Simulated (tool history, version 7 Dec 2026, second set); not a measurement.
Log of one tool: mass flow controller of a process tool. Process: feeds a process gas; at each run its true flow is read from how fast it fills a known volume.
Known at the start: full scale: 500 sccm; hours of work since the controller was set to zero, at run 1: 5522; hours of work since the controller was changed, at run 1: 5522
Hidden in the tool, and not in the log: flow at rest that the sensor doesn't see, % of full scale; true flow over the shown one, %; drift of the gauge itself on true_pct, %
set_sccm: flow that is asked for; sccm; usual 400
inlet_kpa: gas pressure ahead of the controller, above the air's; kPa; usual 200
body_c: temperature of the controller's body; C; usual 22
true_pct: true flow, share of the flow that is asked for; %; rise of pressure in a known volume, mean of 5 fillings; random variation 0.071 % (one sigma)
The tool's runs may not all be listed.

run    hour  set_sccm  inlet_kpa  body_c  hours of work since the controller was set to zero  hours of work since the controller was changed  true_pct
  1       0       400        200      22                                                5522                                            5522     99.92
  2   436.1       400        200      22                                                5764                                            5764    100.12
  3   637.8       193        200      22                                                5876                                            5876     99.54
  4   955.4       337        200      22                                                6053                                            6053     99.98
  5  1326.4       400        200      22                                                6259                                            6259    100.47
  6  1508.3       400        260      22                                                6360                                            6360    100.79
  7  1741.5       400        260      22                                                6490                                            6490    100.88
  8  2128.9       400        200      29                                                6705                                            6705    100.51
       2425  -- controller's zero set anew
  9  2475.6       400        200      29                                                  28                                            6898    100.58
 10  2843.2       400        200      22                                                 232                                            7102    100.83
       2918  -- controller exchanged for a calibrated one
 11  3228.4       234        200      22                                                 173                                             173    100.73
 12  3571.8       319        200      22                                                 363                                             363    101.15
 13  3859.7       400        200      25                                                 523                                             523    101.26
 14    4128       400        200      25                                                 673                                             673    101.46
     4303.2  -- gauge calibrated
 15  4500.8       400        200      25                                                 880                                             880     99.83
 16  4703.7       488        200      22                                                 993                                             993    100.21
 17  5013.5       467        200      22                                                1165                                            1165    100.39
 18  5399.9       467        200      33                                                1380                                            1380     99.94
 19  5844.8       467        263      33                                                1627                                            1627    100.38
 20  6105.6       467        263      33                                                1772                                            1772    100.64
 21  6504.8       400        200      34                                                1994                                            1994    100.09
 22  6942.1       115        164      32                                                2237                                            2237     99.47
 23  7299.4       115        193      27                                                2436                                            2436     99.91
 24  7589.4       115        193      27                                                2597                                            2597    100.05
 25  7811.8       115        193      27                                                2720                                            2720    100.15
 26  8106.7       115        193      27                                                2884                                            2884    100.32
 27  8373.5       212        145      22                                                3033                                            3033    100.61
 28  8680.4        61        148      24                                                3203                                            3203     100.3
 29  8912.4        87        200      35                                                3332                                            3332    100.04
 30  9358.3       400        200      33                                                3580                                            3580    101.52
 31  9541.3       400        200      33                                                3682                                            3682    101.41

The next listed run, before its measurement:
 32  9774.4       282        242      27                                                3811                                            3811         ?

true_pct: 101.69 %
Without the tool's hidden state the same run would have given true_pct 99.49 %.

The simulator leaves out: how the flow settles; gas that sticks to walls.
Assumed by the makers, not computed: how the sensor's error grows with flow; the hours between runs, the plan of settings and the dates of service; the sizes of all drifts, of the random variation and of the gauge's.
